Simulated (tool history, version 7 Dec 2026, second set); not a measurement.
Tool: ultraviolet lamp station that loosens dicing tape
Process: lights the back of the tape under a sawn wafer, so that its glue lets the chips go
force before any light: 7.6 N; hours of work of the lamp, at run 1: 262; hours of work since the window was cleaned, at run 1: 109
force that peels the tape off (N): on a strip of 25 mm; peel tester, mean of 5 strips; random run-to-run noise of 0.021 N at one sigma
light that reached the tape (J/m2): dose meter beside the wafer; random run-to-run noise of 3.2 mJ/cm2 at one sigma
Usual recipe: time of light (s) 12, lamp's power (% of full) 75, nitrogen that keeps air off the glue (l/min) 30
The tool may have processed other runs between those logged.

run,hour,time of light (s),lamp's power (% of full),nitrogen that keeps air off the glue (l/min),hours of work of the lamp,hours of work since the window was cleaned,force that peels the tape off (N),light that reached the tape (J/m2)
1,0,12,75,30,262,109,1.175,4490
2,5.4,12,75,30,267,113,1.161,4540
3,13.1,12,75,30,273,119,1.233,4460
4,18.7,12,75,30,277,124,1.164,4480
5,28.9,12,75,30,285,132,1.159,4450
6,35.6,12,75,30,291,137,1.171,4450
7,40.9,12,75,30,295,141,1.177,4510
8,50.7,12,75,30,303,149,1.217,4430
9,59,12,75,30,309,156,1.207,4470
10,67.9,12,75,30,316,163,1.207,4490
11,76.7,12,75,30,323,170,1.216,4480
12,85.9,12,75,30,330,177,1.199,4430
13,91.5,12,75,30,335,182,1.202,4460
14,101.3,12,75,30,343,189,1.225,4420
15,109.8,17,75,30,349,196,0.611,6270
16,116.4,17,75,30,355,201,0.621,6250
17,124.4,17,75,30,361,208,0.623,6300
18,133.6,17,75,30,368,215,0.602,6200
19,141,12,75,12,374,221,1.918,4400
20,148.5,12,75,30,380,227,1.167,4430
21,156.3,12,75,30,386,233,1.239,4380
22,160.5,12,75,30,390,236,1.265,4390
23,166.1,10,72,23,394,241,1.915,3550
24,172.8,10,72,23,399,246,1.952,3520
25,180.8,10,72,23,406,253,1.954,3530
26,187.4,12,65,21,411,258,1.884,3830
27,193.8,12,65,21,416,263,1.86,3750
28,198.7,19,99,10,420,267,0.617,9130
29,204.8,19,90,12,425,272,0.64,8260
30,210.4,15,85,30,429,276,0.637,6050
31,218.9,15,85,50,436,283,0.478,6140
32,227.9,15,85,50,443,290,0.467,6130
33,237,15,85,50,450,297,0.462,6180

Run 34 has not been measured yet. What should we expect?
34,244.5,15,85,50,456,303,?,?

{"run 34": {"force that peels the tape off (N)": 0.455, "light that reached the tape (J/m2)": 6060}}
Had the tool carried no hidden state, the very same run would have given force that peels the tape off (N) 0.348, light that reached the tape (J/m2) 6840.
